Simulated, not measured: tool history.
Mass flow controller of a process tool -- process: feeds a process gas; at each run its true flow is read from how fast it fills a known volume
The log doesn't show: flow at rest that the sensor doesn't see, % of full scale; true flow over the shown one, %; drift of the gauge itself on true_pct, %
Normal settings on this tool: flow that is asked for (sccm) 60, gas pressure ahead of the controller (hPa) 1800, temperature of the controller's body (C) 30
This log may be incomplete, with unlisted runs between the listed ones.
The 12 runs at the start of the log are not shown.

run	hour	flow that is asked for (sccm)	gas pressure ahead of the controller (hPa)	temperature of the controller's body (C)	hours of work since the controller was set to zero	hours of work since the controller was changed	true flow (%)
13	856.8	60	1800	30	102	102	98.75
14	927.5	60	1800	30	130	130	98.87
15	1034.8	60	1800	30	171	171	98.78
16	1102.2	60	1800	30	198	198	98.81
17	1172.3	60	1800	32	225	225	98.54
18	1224.9	60	1800	32	246	246	98.54
19	1288.5	88	1800	20	270	270	99.80
20	1354.3	88	2210	38	296	296	98.53
21	1406.9	88	2210	38	316	316	98.29
22	1465.7	49	2210	38	339	339	98.10
23	1528.1	34	1800	21	364	364	99.03
24	1616.9	26	1500	21	398	398	98.51
25	1667.0	92	1800	30	418	418	98.74
26	1715.8	92	1800	27	437	437	99.02
27	1763.6	92	1800	27	455	455	98.97
28	1825.1	34	2070	26	479	479	98.64
29	1901.4	162	2350	26	509	509	99.75
30	1974.1	162	1990	26	537	537	99.57
31	2024.4	162	2730	22	557	557	100.27
32	2080.5	162	2730	22	579	579	100.32
33	2151.6	162	2730	22	607	607	100.22

4 options for the next run, each taken on its own from the tool as it stands now. Forecast them:
A	2218.2	32	1740	22	633	633	?
B	2218.2	28	2520	26	633	633	?
C	2218.2	121	1570	21	633	633	?
D	2218.2	23	1840	36	633	633	?

run	true flow (%)
A	98.46
B	98.53
C	99.40
D	96.86
Without the tool's unlogged condition, the same runs would have read:
run	true flow (%)
A	99.62
B	99.83
C	99.82
D	98.41
